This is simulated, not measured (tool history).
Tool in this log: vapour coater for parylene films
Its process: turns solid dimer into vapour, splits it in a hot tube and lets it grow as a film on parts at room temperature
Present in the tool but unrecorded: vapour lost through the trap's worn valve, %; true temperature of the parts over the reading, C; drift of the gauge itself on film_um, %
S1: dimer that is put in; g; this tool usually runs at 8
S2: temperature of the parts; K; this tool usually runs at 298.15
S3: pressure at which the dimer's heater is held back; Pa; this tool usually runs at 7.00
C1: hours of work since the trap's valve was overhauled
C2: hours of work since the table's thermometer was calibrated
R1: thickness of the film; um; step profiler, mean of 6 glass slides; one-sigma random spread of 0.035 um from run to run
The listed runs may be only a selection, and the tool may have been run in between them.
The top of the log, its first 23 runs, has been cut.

run,hour,S1,S2,S3,C1,C2,R1
24,415.8,8,304.15,6.82,13,951,3.21
25,437.6,11,298.15,7.00,29,967,4.98
26,455.4,5,308.15,7.00,42,980,1.85
27,474.4,5,308.15,7.00,56,993,1.80
28,486.6,5,300.15,3.11,65,1002,2.43
29,511.4,5,306.15,11.35,83,1020,1.72
30,522.7,7,304.15,4.99,91,1029,2.89
31,540.9,7,301.15,4.99,104,1042,3.05
32,562.6,7,301.15,10.92,120,1058,2.61
33,581.3,3,296.15,10.92,134,1071,1.26
34,598.3,4,296.15,10.92,146,1084,1.68
35,615.1,4,296.15,10.92,158,1096,1.67
36,632.9,5,306.15,6.90,171,1109,1.80
37,652.0,10,295.15,7.00,185,1123,4.54
38,669.8,10,295.15,7.00,198,1136,4.53
39,694.2,14,298.15,7.00,216,1154,5.92
40,705.9,13,298.15,2.91,225,1162,6.43
41,724.4,8,298.15,10.45,238,1176,3.21
42,741.4,3,298.15,7.00,250,1188,1.26
# hour 754.4: trap's valve overhauled
43,768.4,3,298.15,7.00,10,1205,1.35
44,779.6,12,308.15,7.29,18,1213,4.34
45,800.1,12,298.15,2.12,33,1228,6.59
46,810.4,5,298.15,2.12,41,1235,2.79
47,821.7,5,294.15,5.89,49,1244,2.54

What if the next run were any one of these 3? Each begins from the tool's condition after run 47:
A,837.2,5,298.15,2.61,60,1255,?
B,837.2,5,298.15,5.89,60,1255,?
C,837.2,5,294.15,5.89,60,1255,?

run,R1
A,2.69
B,2.31
C,2.51
Without the tool's hidden state the same runs would have given:
run,R1
A,2.71
B,2.32
C,2.53
